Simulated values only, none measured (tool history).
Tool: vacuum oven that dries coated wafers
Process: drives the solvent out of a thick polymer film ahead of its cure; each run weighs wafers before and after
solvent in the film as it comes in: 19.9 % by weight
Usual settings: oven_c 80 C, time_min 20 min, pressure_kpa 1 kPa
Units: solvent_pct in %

run	hour	oven_c	time_min	pressure_kpa	solvent_pct
1	0	80	20	1	2.41
2	23.3	80	20	1	2.35
3	38.6	80	20	1	2.35
4	55.2	80	20	1	2.39
5	70	80	20	1	2.37
6	95.9	80	20	3.5	3.06
7	107.7	80	20	1	2.37
8	126.2	80	20	1	2.32
9	145.9	80	20	1	2.31
10	159.5	80	20	1	2.28
11	175.3	83	20	1	1.54
12	198.7	83	20	1	1.46
13	220.8	94	20	1	0.25
14	238.1	84	20	1	1.29
15	253.4	91	18	1	0.43
16	267.7	91	25	1.93	0.47
17	290.1	91	15	0.52	0.56
18	302	91	30	1.81	0.46
19	314.5	91	22	1.81	0.52
20	327.9	91	22	1.81	0.49
21	348.4	91	22	1.81	0.54
22	370.1	68	20	3.69	8.38
23	393.3	68	20	3.69	8.54
24	407.1	68	13	3.69	10.55
25	423	65	31	2.86	7.24

5 ways to go on from here, each from the tool as it stands after run 25. What would each give?
A	441.6	73	31	0.57	?
B	441.6	91	20	1	?
C	441.6	78	20	1	?
D	441.6	65	31	0.51	?
E	441.6	65	15	0.92	?

run	solvent_pct
A	2.8
B	0.37
C	2.96
D	6.29
E	10.28
Without the tool's hidden state the same runs would have given:
run	solvent_pct
A	2.88
B	0.35
C	3.05
D	6.4
E	10.38

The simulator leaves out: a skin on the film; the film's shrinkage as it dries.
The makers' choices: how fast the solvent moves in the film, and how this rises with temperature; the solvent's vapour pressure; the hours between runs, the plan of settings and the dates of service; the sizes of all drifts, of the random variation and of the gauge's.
